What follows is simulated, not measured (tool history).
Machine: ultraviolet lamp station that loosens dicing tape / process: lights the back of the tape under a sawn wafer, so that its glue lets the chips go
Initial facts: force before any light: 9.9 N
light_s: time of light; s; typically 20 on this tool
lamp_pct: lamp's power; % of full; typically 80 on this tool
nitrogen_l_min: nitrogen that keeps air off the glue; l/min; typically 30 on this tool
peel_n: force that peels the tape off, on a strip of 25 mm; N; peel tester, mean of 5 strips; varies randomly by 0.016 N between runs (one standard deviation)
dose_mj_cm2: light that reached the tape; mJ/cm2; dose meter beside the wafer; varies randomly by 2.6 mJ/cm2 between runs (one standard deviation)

run,hour,light_s,lamp_pct,nitrogen_l_min,peel_n,dose_mj_cm2
1,0.0,20,80,30,1.011,280
# hour 1.4: window cleaned of glue's vapour
2,8.9,20,80,30,1.139,276
3,16.2,22,80,30,0.887,304
4,26.7,22,80,17,1.387,300
5,36.5,22,80,17,1.416,302
# hour 46.7: window cleaned of glue's vapour, once more
6,46.9,22,80,17,1.061,347
7,57.1,22,80,17,1.122,345
8,64.8,22,80,17,1.087,351
9,74.1,22,80,17,1.101,348
10,83.5,20,80,14,1.547,315
11,93.2,20,80,14,1.575,317
12,101.6,20,80,42,0.608,310
13,107.4,20,80,42,0.649,311
14,117.7,20,80,42,0.630,314
15,127.6,20,80,42,0.633,310
16,134.5,12,80,30,2.189,185
17,140.1,20,80,10,2.027,314
18,151.5,20,80,10,1.957,308
19,159.5,20,80,10,1.927,306
20,165.1,18,80,10,2.303,276
21,169.9,18,80,10,2.323,277
22,179.5,18,80,10,2.427,274
23,189.5,18,80,10,2.391,276
24,200.7,10,72,39,3.005,139
25,207.8,10,72,39,2.927,138
26,218.8,21,77,15,1.570,306
27,226.0,21,77,15,1.546,304
28,231.6,18,70,12,2.658,236
29,240.4,20,61,15,2.372,232
30,250.4,20,61,15,2.425,227
31,261.3,21,80,30,0.846,315
32,269.2,23,62,46,0.844,268
33,279.3,20,74,30,1.123,278
34,290.6,20,74,30,1.103,279
35,299.0,11,61,9,5.307,129
36,306.2,22,80,30,0.798,326
37,316.5,34,90,30,0.214,569
38,321.6,35,80,15,0.498,522
39,331.1,32,70,34,0.399,414
40,337.9,32,70,34,0.388,411
41,348.1,32,70,34,0.386,410
42,357.9,11,90,38,2.047,182
43,366.3,11,90,38,1.984,183
44,373.6,11,90,13,3.452,179

Run by run, hidden condition taken away, random variation retained:
The tool's hidden condition here consists of: lamp's light, % of a new lamp's; light that the window lets through, % of a clean one's; drift of the gauge itself on peel_n, %; drift of the gauge itself on dose_mj_cm2, %.
run,peel_n,dose_mj_cm2
1,0.715,328
2,0.760,332
3,0.577,367
4,0.951,364
5,0.965,366
6,0.972,362
7,1.023,361
8,0.987,368
9,0.996,365
10,1.409,332
11,1.430,334
12,0.533,328
13,0.567,329
14,0.547,333
15,0.546,329
16,1.987,197
17,1.825,335
18,1.755,329
19,1.722,328
20,2.074,297
21,2.089,298
22,2.176,296
23,2.136,298
24,2.715,151
25,2.638,149
26,1.342,333
27,1.317,331
28,2.355,258
29,2.080,254
30,2.119,249
31,0.680,347
32,0.676,296
33,0.909,308
34,0.886,310
35,4.949,143
36,0.622,363
37,0.179,635
38,0.381,584
39,0.308,464
40,0.297,462
41,0.294,461
42,1.679,206
43,1.623,207
44,3.007,203
